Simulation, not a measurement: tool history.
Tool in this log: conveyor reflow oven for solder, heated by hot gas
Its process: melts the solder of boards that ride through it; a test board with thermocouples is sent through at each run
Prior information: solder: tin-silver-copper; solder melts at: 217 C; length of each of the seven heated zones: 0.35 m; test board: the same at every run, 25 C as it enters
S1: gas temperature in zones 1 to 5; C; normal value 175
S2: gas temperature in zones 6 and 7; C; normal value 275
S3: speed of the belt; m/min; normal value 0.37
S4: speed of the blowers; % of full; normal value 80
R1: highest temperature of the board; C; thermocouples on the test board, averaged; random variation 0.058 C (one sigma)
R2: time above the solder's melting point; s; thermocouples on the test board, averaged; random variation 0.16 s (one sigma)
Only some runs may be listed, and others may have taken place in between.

run   hour   S1   S2     S3  S4      R1     R2
  1      0  175  275   0.37  80  263.52     98
  2     44  175  275   0.37  80  263.59     98
  3   90.7  175  275   0.37  80  263.64   97.8
  4    128  175  275   0.37  80  263.59     98
       136  -- flux residue cleaned out of gas plates and filters
  5  158.5  167  275   0.37  80  263.64   94.9
  6  197.7  167  286   0.37  80  273.91  101.2
  7  248.2  175  275   0.37  80  264.48   99.1
  8  292.1  175  275   0.37  80  264.43   99.2
  9    336  175  275   0.37  59  259.22   93.3
 10    385  175  275   0.37  59  259.26   93.7
 11    414  175  275   0.37  59  259.31   93.8
 12  452.5  175  275   0.37  59  259.26   93.8
 13  500.4  175  279   0.37  59  262.94     97
 14  539.9  182  279  0.401  59  261.38   91.5
 15  591.8  180  275  0.409  72  260.49   88.6
 16  626.7  180  287  0.409  69   270.4   95.4
     638.8  -- flux residue cleaned out of gas plates and filters
 17    665  180  287  0.409  69  271.25   95.9
 18  713.9  180  287  0.409  69   271.3   95.9
 19  744.4  161  275  0.356  80  264.66   97.9
 20  772.1  161  275  0.388  80  262.15     87
 21  809.5  176  276  0.388  59  259.58   90.3
 22  853.1  176  276  0.388  59  259.54   90.1
 23  897.3  175  275   0.37  74  264.01     99
 24  923.8  175  275  0.309  70  267.75  123.5

Measured less the same run without the tool's hidden state. The same run-to-run variation is in both; the gauge's scatter may not be:
Hidden state present: heat that the gas passes to the board, % of a clean oven's; belt's true speed, % of the reading; true gas temperature in zones 6 and 7 over the reading, C; drift of the gauge itself on peak_c, C; drift of the gauge itself on liquid_s, %.
run     R1    R2
  1   -0.3  +0.4
  2  -0.31  +0.5
  3   -0.3  +0.5
  4   -0.3  +0.5
  5  +0.59  +1.5
  6   +0.6  +1.4
  7  +0.56  +1.6
  8  +0.56  +1.6
  9  +0.67  +1.8
 10  +0.69  +1.9
 11  +0.69  +1.9
 12   +0.7    +2
 13  +0.72  +2.1
 14   +0.7    +2
 15  +0.55  +1.8
 16  +0.56    +2
 17  +1.38  +2.5
 18  +1.38  +2.7
 19  +1.32  +2.9
 20  +1.31  +2.7
 21  +1.44  +3.1
 22  +1.44  +3.1
 23  +1.32  +3.1
 24  +1.41  +3.7
